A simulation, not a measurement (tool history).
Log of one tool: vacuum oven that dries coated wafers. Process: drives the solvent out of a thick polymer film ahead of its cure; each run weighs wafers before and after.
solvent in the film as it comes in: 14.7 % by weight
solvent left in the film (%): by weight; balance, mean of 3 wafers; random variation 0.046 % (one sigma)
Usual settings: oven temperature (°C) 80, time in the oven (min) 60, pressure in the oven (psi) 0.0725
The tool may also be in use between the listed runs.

{"run": 1, "hour": 0.0, "oven temperature (°C)": 80, "time in the oven (min)": 60, "pressure in the oven (psi)": 0.0725, "solvent left in the film (%)": 3.17}
{"run": 2, "hour": 44.1, "oven temperature (°C)": 80, "time in the oven (min)": 60, "pressure in the oven (psi)": 0.0725, "solvent left in the film (%)": 3.19}
{"run": 3, "hour": 78.1, "oven temperature (°C)": 80, "time in the oven (min)": 60, "pressure in the oven (psi)": 0.0725, "solvent left in the film (%)": 3.2}
{"run": 4, "hour": 105.9, "oven temperature (°C)": 80, "time in the oven (min)": 60, "pressure in the oven (psi)": 0.0725, "solvent left in the film (%)": 3.24}
{"run": 5, "hour": 129.7, "oven temperature (°C)": 80, "time in the oven (min)": 60, "pressure in the oven (psi)": 0.0725, "solvent left in the film (%)": 3.25}
{"run": 6, "hour": 154.3, "oven temperature (°C)": 80, "time in the oven (min)": 60, "pressure in the oven (psi)": 0.0725, "solvent left in the film (%)": 3.23}
{"run": 7, "hour": 179.3, "oven temperature (°C)": 80, "time in the oven (min)": 60, "pressure in the oven (psi)": 0.0725, "solvent left in the film (%)": 3.25}
{"hour": 184.0, "done": "vacuum gauge cleaned of residue and calibrated"}
{"run": 8, "hour": 205.6, "oven temperature (°C)": 80, "time in the oven (min)": 87, "pressure in the oven (psi)": 0.0725, "solvent left in the film (%)": 1.99}
{"run": 9, "hour": 233.5, "oven temperature (°C)": 80, "time in the oven (min)": 87, "pressure in the oven (psi)": 0.0725, "solvent left in the film (%)": 1.98}
{"run": 10, "hour": 260.0, "oven temperature (°C)": 80, "time in the oven (min)": 104, "pressure in the oven (psi)": 0.0748, "solvent left in the film (%)": 1.67}
{"hour": 292.7, "done": "vacuum gauge cleaned of residue and calibrated, once more"}
{"run": 11, "hour": 297.5, "oven temperature (°C)": 87, "time in the oven (min)": 100, "pressure in the oven (psi)": 0.0985, "solvent left in the film (%)": 0.68}
{"run": 12, "hour": 332.9, "oven temperature (°C)": 84, "time in the oven (min)": 104, "pressure in the oven (psi)": 0.0985, "solvent left in the film (%)": 1.01}
{"run": 13, "hour": 360.8, "oven temperature (°C)": 91, "time in the oven (min)": 41, "pressure in the oven (psi)": 0.0605, "solvent left in the film (%)": 1.46}
{"run": 14, "hour": 394.3, "oven temperature (°C)": 82, "time in the oven (min)": 41, "pressure in the oven (psi)": 0.2315, "solvent left in the film (%)": 4.82}
{"run": 15, "hour": 437.4, "oven temperature (°C)": 90, "time in the oven (min)": 41, "pressure in the oven (psi)": 0.0457, "solvent left in the film (%)": 1.61}
{"run": 16, "hour": 483.0, "oven temperature (°C)": 90, "time in the oven (min)": 41, "pressure in the oven (psi)": 0.0457, "solvent left in the film (%)": 1.66}
{"run": 17, "hour": 523.1, "oven temperature (°C)": 89, "time in the oven (min)": 38, "pressure in the oven (psi)": 0.037, "solvent left in the film (%)": 2.18}

Forecast run 18:
{"run": 18, "hour": 568.5, "oven temperature (°C)": 89, "time in the oven (min)": 38, "pressure in the oven (psi)": 0.037, "solvent left in the film (%)": "?"}

{"run 18": {"solvent left in the film (%)": 2.2}}
Without the tool's hidden state the same run would have given solvent left in the film (%) 1.94.
